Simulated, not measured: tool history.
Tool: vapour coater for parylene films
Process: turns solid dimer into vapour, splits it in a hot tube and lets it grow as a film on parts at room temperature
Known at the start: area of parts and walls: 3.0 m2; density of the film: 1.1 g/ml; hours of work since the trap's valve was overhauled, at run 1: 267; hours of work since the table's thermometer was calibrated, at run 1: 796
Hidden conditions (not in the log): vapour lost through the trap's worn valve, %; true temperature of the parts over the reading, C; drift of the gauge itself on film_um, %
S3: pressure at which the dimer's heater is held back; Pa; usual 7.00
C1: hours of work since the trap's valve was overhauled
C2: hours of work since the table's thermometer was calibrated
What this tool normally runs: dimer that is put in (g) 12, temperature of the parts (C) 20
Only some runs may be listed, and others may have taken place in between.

{"run": 1, "hour": 0.0, "dimer that is put in (g)": 12, "temperature of the parts (C)": 20, "S3": 7.0, "C1": 267, "C2": 796, "thickness of the film (µm)": 2.43}
{"run": 2, "hour": 26.6, "dimer that is put in (g)": 12, "temperature of the parts (C)": 20, "S3": 7.0, "C1": 282, "C2": 810, "thickness of the film (µm)": 2.37}
{"run": 3, "hour": 67.2, "dimer that is put in (g)": 12, "temperature of the parts (C)": 20, "S3": 7.0, "C1": 304, "C2": 832, "thickness of the film (µm)": 2.39}
{"run": 4, "hour": 98.7, "dimer that is put in (g)": 12, "temperature of the parts (C)": 20, "S3": 7.0, "C1": 321, "C2": 850, "thickness of the film (µm)": 2.41}
{"run": 5, "hour": 127.2, "dimer that is put in (g)": 12, "temperature of the parts (C)": 20, "S3": 7.0, "C1": 337, "C2": 865, "thickness of the film (µm)": 2.4}
{"run": 6, "hour": 155.4, "dimer that is put in (g)": 12, "temperature of the parts (C)": 20, "S3": 7.0, "C1": 352, "C2": 880, "thickness of the film (µm)": 2.42}
{"run": 7, "hour": 196.5, "dimer that is put in (g)": 12, "temperature of the parts (C)": 20, "S3": 7.0, "C1": 374, "C2": 903, "thickness of the film (µm)": 2.45}
{"run": 8, "hour": 225.7, "dimer that is put in (g)": 12, "temperature of the parts (C)": 20, "S3": 7.0, "C1": 390, "C2": 919, "thickness of the film (µm)": 2.37}
{"run": 9, "hour": 264.5, "dimer that is put in (g)": 12, "temperature of the parts (C)": 20, "S3": 7.0, "C1": 411, "C2": 940, "thickness of the film (µm)": 2.34}
{"run": 10, "hour": 282.4, "dimer that is put in (g)": 12, "temperature of the parts (C)": 20, "S3": 7.0, "C1": 421, "C2": 949, "thickness of the film (µm)": 2.33}
{"run": 11, "hour": 310.7, "dimer that is put in (g)": 12, "temperature of the parts (C)": 20, "S3": 7.0, "C1": 436, "C2": 965, "thickness of the film (µm)": 2.41}
{"run": 12, "hour": 337.4, "dimer that is put in (g)": 12, "temperature of the parts (C)": 20, "S3": 7.0, "C1": 451, "C2": 979, "thickness of the film (µm)": 2.35}
{"run": 13, "hour": 369.5, "dimer that is put in (g)": 12, "temperature of the parts (C)": 20, "S3": 3.21, "C1": 468, "C2": 997, "thickness of the film (µm)": 2.46}
{"run": 14, "hour": 389.6, "dimer that is put in (g)": 14, "temperature of the parts (C)": 16, "S3": 5.58, "C1": 479, "C2": 1008, "thickness of the film (µm)": 3.02}
{"run": 15, "hour": 428.7, "dimer that is put in (g)": 14, "temperature of the parts (C)": 16, "S3": 5.58, "C1": 500, "C2": 1029, "thickness of the film (µm)": 3.0}
{"run": 16, "hour": 452.7, "dimer that is put in (g)": 12, "temperature of the parts (C)": 20, "S3": 2.66, "C1": 514, "C2": 1042, "thickness of the film (µm)": 2.5}
{"run": 17, "hour": 470.8, "dimer that is put in (g)": 21, "temperature of the parts (C)": 14, "S3": 2.66, "C1": 523, "C2": 1052, "thickness of the film (µm)": 4.89}
{"run": 18, "hour": 498.6, "dimer that is put in (g)": 11, "temperature of the parts (C)": 20, "S3": 7.0, "C1": 539, "C2": 1067, "thickness of the film (µm)": 2.12}
{"run": 19, "hour": 539.0, "dimer that is put in (g)": 18, "temperature of the parts (C)": 13, "S3": 2.5, "C1": 560, "C2": 1089, "thickness of the film (µm)": 4.24}
{"run": 20, "hour": 571.5, "dimer that is put in (g)": 16, "temperature of the parts (C)": 20, "S3": 3.52, "C1": 578, "C2": 1107, "thickness of the film (µm)": 3.16}
{"run": 21, "hour": 610.1, "dimer that is put in (g)": 7, "temperature of the parts (C)": 20, "S3": 3.52, "C1": 599, "C2": 1128, "thickness of the film (µm)": 1.46}
{"run": 22, "hour": 640.4, "dimer that is put in (g)": 7, "temperature of the parts (C)": 20, "S3": 3.52, "C1": 616, "C2": 1144, "thickness of the film (µm)": 1.43}
{"run": 23, "hour": 659.0, "dimer that is put in (g)": 13, "temperature of the parts (C)": 28, "S3": 4.35, "C1": 626, "C2": 1154, "thickness of the film (µm)": 2.15}
{"hour": 664.8, "done": "trap's valve overhauled"}
{"run": 24, "hour": 692.8, "dimer that is put in (g)": 11, "temperature of the parts (C)": 32, "S3": 2.85, "C1": 15, "C2": 1170, "thickness of the film (µm)": 1.92}
{"run": 25, "hour": 722.7, "dimer that is put in (g)": 13, "temperature of the parts (C)": 26, "S3": 2.08, "C1": 31, "C2": 1187, "thickness of the film (µm)": 2.64}

5 options for the next run, each taken on its own from the tool as it stands now. Forecast them:
{"run": "A", "hour": 762.8, "dimer that is put in (g)": 8, "temperature of the parts (C)": 17, "S3": 6.51, "C1": 53, "C2": 1209, "thickness of the film (µm)": "?"}
{"run": "B", "hour": 762.8, "dimer that is put in (g)": 7, "temperature of the parts (C)": 23, "S3": 2.08, "C1": 53, "C2": 1209, "thickness of the film (µm)": "?"}
{"run": "C", "hour": 762.8, "dimer that is put in (g)": 12, "temperature of the parts (C)": 20, "S3": 5.15, "C1": 53, "C2": 1209, "thickness of the film (µm)": "?"}
{"run": "D", "hour": 762.8, "dimer that is put in (g)": 10, "temperature of the parts (C)": 26, "S3": 2.08, "C1": 53, "C2": 1209, "thickness of the film (µm)": "?"}
{"run": "E", "hour": 762.8, "dimer that is put in (g)": 20, "temperature of the parts (C)": 14, "S3": 2.08, "C1": 53, "C2": 1209, "thickness of the film (µm)": "?"}

run=A thickness_of_the_film_(µm)=1.79
run=B thickness_of_the_film_(µm)=1.54
run=C thickness_of_the_film_(µm)=2.54
run=D thickness_of_the_film_(µm)=2.01
run=E thickness_of_the_film_(µm)=5.11
What these runs would have given with no unlogged condition in the tool:
run=A thickness_of_the_film_(µm)=1.83
run=B thickness_of_the_film_(µm)=1.57
run=C thickness_of_the_film_(µm)=2.60
run=D thickness_of_the_film_(µm)=2.05
run=E thickness_of_the_film_(µm)=5.23
